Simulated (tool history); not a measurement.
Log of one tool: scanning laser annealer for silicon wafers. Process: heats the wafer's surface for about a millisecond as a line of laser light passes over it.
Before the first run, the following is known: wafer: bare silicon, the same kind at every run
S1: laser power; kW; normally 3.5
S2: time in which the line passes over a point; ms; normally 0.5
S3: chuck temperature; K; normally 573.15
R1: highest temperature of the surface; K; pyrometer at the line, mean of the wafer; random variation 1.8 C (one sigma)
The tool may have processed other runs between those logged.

{"run": 1, "hour": 0.0, "S1": 3.5, "S2": 0.5, "S3": 573.15, "R1": 1310.15}
{"run": 2, "hour": 15.0, "S1": 3.5, "S2": 0.5, "S3": 573.15, "R1": 1311.15}
{"run": 3, "hour": 37.6, "S1": 3.5, "S2": 0.5, "S3": 573.15, "R1": 1307.15}
{"run": 4, "hour": 52.2, "S1": 3.5, "S2": 0.5, "S3": 573.15, "R1": 1309.15}
{"run": 5, "hour": 66.8, "S1": 3.5, "S2": 0.57, "S3": 573.15, "R1": 1356.15}
{"run": 6, "hour": 84.5, "S1": 3.5, "S2": 0.5, "S3": 573.15, "R1": 1308.15}
{"run": 7, "hour": 95.3, "S1": 3.5, "S2": 0.5, "S3": 573.15, "R1": 1304.15}
{"run": 8, "hour": 115.3, "S1": 3.5, "S2": 0.5, "S3": 573.15, "R1": 1303.15}
{"run": 9, "hour": 141.6, "S1": 3.5, "S2": 0.5, "S3": 573.15, "R1": 1300.15}
{"run": 10, "hour": 159.5, "S1": 3.438, "S2": 0.5, "S3": 573.15, "R1": 1289.15}
{"run": 11, "hour": 170.9, "S1": 3.438, "S2": 0.5, "S3": 573.15, "R1": 1290.15}
{"run": 12, "hour": 188.7, "S1": 3.438, "S2": 0.5, "S3": 573.15, "R1": 1289.15}
{"run": 13, "hour": 207.2, "S1": 3.438, "S2": 0.5, "S3": 573.15, "R1": 1287.15}
{"run": 14, "hour": 228.4, "S1": 3.438, "S2": 0.5, "S3": 573.15, "R1": 1287.15}
{"run": 15, "hour": 248.9, "S1": 3.5, "S2": 0.424, "S3": 573.15, "R1": 1240.15}
{"run": 16, "hour": 271.2, "S1": 3.712, "S2": 0.5, "S3": 573.15, "R1": 1344.15}
{"run": 17, "hour": 292.2, "S1": 3.712, "S2": 0.5, "S3": 573.15, "R1": 1343.15}
{"run": 18, "hour": 309.5, "S1": 3.844, "S2": 0.396, "S3": 554.15, "R1": 1269.15}
{"run": 19, "hour": 320.7, "S1": 3.804, "S2": 0.385, "S3": 573.15, "R1": 1268.15}
{"run": 20, "hour": 344.2, "S1": 3.412, "S2": 0.374, "S3": 541.15, "R1": 1148.15}
{"run": 21, "hour": 370.9, "S1": 3.412, "S2": 0.374, "S3": 541.15, "R1": 1149.15}
{"run": 22, "hour": 384.1, "S1": 3.384, "S2": 0.608, "S3": 608.15, "R1": 1374.15}
{"run": 23, "hour": 394.9, "S1": 3.476, "S2": 0.608, "S3": 606.15, "R1": 1392.15}
{"run": 24, "hour": 412.5, "S1": 3.476, "S2": 0.51, "S3": 603.15, "R1": 1326.15}
{"run": 25, "hour": 431.5, "S1": 3.194, "S2": 0.472, "S3": 573.15, "R1": 1206.15}
{"run": 26, "hour": 448.1, "S1": 3.845, "S2": 0.5, "S3": 573.15, "R1": 1365.15}
{"run": 27, "hour": 470.1, "S1": 3.237, "S2": 0.536, "S3": 568.15, "R1": 1253.15}
{"hour": 485.8, "done": "window over the wafer cleaned"}
{"run": 28, "hour": 496.3, "S1": 3.456, "S2": 0.451, "S3": 561.15, "R1": 1264.15}
{"run": 29, "hour": 516.8, "S1": 3.456, "S2": 0.451, "S3": 561.15, "R1": 1265.15}
{"run": 30, "hour": 531.1, "S1": 3.456, "S2": 0.451, "S3": 561.15, "R1": 1266.15}
{"run": 31, "hour": 551.8, "S1": 3.056, "S2": 0.377, "S3": 608.15, "R1": 1171.15}
{"run": 32, "hour": 564.6, "S1": 3.69, "S2": 0.377, "S3": 562.15, "R1": 1250.15}
{"run": 33, "hour": 581.5, "S1": 3.8, "S2": 0.388, "S3": 606.15, "R1": 1324.15}

Here are 3 independent what-if runs from the current tool condition. What would each one return?
{"run": "A", "hour": 600.4, "S1": 3.359, "S2": 0.388, "S3": 592.15, "R1": "?"}
{"run": "B", "hour": 600.4, "S1": 3.8, "S2": 0.485, "S3": 571.15, "R1": "?"}
{"run": "C", "hour": 600.4, "S1": 3.478, "S2": 0.52, "S3": 563.15, "R1": "?"}

run=A R1=1224.15
run=B R1=1378.15
run=C R1=1325.15
Without the tool's hidden state the same runs would have given:
run=A R1=1234.15
run=B R1=1390.15
run=C R1=1336.15
